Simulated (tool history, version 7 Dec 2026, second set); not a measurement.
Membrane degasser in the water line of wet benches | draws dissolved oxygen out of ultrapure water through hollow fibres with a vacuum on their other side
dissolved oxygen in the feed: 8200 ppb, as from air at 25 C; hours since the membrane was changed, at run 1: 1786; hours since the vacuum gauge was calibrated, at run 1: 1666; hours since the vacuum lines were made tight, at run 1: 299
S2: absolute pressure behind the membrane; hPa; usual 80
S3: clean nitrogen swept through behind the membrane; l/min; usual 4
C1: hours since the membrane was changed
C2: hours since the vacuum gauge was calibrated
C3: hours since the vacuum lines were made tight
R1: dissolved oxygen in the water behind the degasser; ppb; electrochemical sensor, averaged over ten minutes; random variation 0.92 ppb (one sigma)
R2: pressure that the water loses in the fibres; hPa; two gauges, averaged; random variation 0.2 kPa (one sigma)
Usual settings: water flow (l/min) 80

Run 1, hour 0: usual settings; C1 1786; C2 1666; C3 299. Result: R1 213 ppb, R2 436.5 hPa.
Run 2, hour 86.4: usual settings; C1 1873; C2 1753; C3 386. Result: R1 212.5 ppb, R2 434.2 hPa.
Run 3, hour 176.2: usual settings but S3 5.31 l/min; C1 1962; C2 1842; C3 476. Result: R1 166.2 ppb, R2 436.3 hPa.
Run 4, hour 266: usual settings but S3 5.31 l/min; C1 2052; C2 1932; C3 565. Result: R1 167.5 ppb, R2 434.5 hPa.
Run 5, hour 358.4: usual settings but S3 1.91 l/min; C1 2145; C2 2024; C3 658. Result: R1 388.4 ppb, R2 437.3 hPa.
Run 6, hour 460.8: usual settings but S2 95.6 hPa; C1 2247; C2 2127; C3 760. Result: R1 282.4 ppb, R2 431.3 hPa.
Run 7, hour 519.2: usual settings but water flow (l/min) 88; C1 2305; C2 2185; C3 819. Result: R1 232.3 ppb, R2 476.3 hPa.
Run 8, hour 608: usual settings; C1 2394; C2 2274; C3 907. Result: R1 213.1 ppb, R2 438.9 hPa.
Run 9, hour 727.8: usual settings; C1 2514; C2 2394; C3 1027. Result: R1 212.2 ppb, R2 434.9 hPa.
Run 10, hour 777.1: usual settings but S3 4.84 l/min; C1 2563; C2 2443; C3 1076. Result: R1 181 ppb, R2 437.5 hPa.
Run 11, hour 876.6: usual settings but S3 4.84 l/min; C1 2663; C2 2543; C3 1176. Result: R1 180.8 ppb, R2 430.1 hPa.
Run 12, hour 986.8: usual settings but S3 4.84 l/min; C1 2773; C2 2653; C3 1286. Result: R1 181.7 ppb, R2 435.5 hPa.
Run 13, hour 1056.4: usual settings but S3 4.84 l/min; C1 2842; C2 2722; C3 1356. Result: R1 180.9 ppb, R2 436.6 hPa.
Run 14, hour 1172.9: usual settings but S3 4.84 l/min; C1 2959; C2 2839; C3 1472. Result: R1 180.5 ppb, R2 435.1 hPa.
Run 15, hour 1233.6: usual settings but water flow (l/min) 65, S2 52.2 hPa, S3 11.96 l/min; C1 3020; C2 2900; C3 1533. Result: R1 28.7 ppb, R2 355.4 hPa.
Run 16, hour 1305.7: usual settings but water flow (l/min) 64, S3 6.96 l/min; C1 3092; C2 2972; C3 1605. Result: R1 105.7 ppb, R2 349.1 hPa.
Run 17, hour 1388.2: usual settings but water flow (l/min) 67, S3 11.15 l/min; C1 3174; C2 3054; C3 1688. Result: R1 71.7 ppb, R2 364.4 hPa.
Run 18, hour 1442.7: usual settings but water flow (l/min) 67, S3 11.35 l/min; C1 3229; C2 3109; C3 1742. Result: R1 70.8 ppb, R2 366.2 hPa.
Run 19, hour 1498.9: usual settings but water flow (l/min) 62, S3 9.34 l/min; C1 3285; C2 3165; C3 1798. Result: R1 78.6 ppb, R2 340.3 hPa.
Run 20, hour 1589: usual settings but water flow (l/min) 62, S3 9.34 l/min; C1 3375; C2 3255; C3 1888. Result: R1 77.9 ppb, R2 335.9 hPa.
Run 21, hour 1670.5: usual settings but water flow (l/min) 79, S2 88.9 hPa, S3 3.21 l/min; C1 3457; C2 3337; C3 1970. Result: R1 299.4 ppb, R2 430.1 hPa.

The next listed run, before its measurement:
Run 22, hour 1750.5: usual settings but water flow (l/min) 79, S2 88.9 hPa, S3 3.21 l/min; C1 3537; C2 3417; C3 2050. Result: R1 ?, R2 ?.

{"run 22": {"R1": 298.6, "R2": 434.5}}
Without the tool's hidden state the same run would have given R1 298.4 ppb, R2 434.4 hPa.
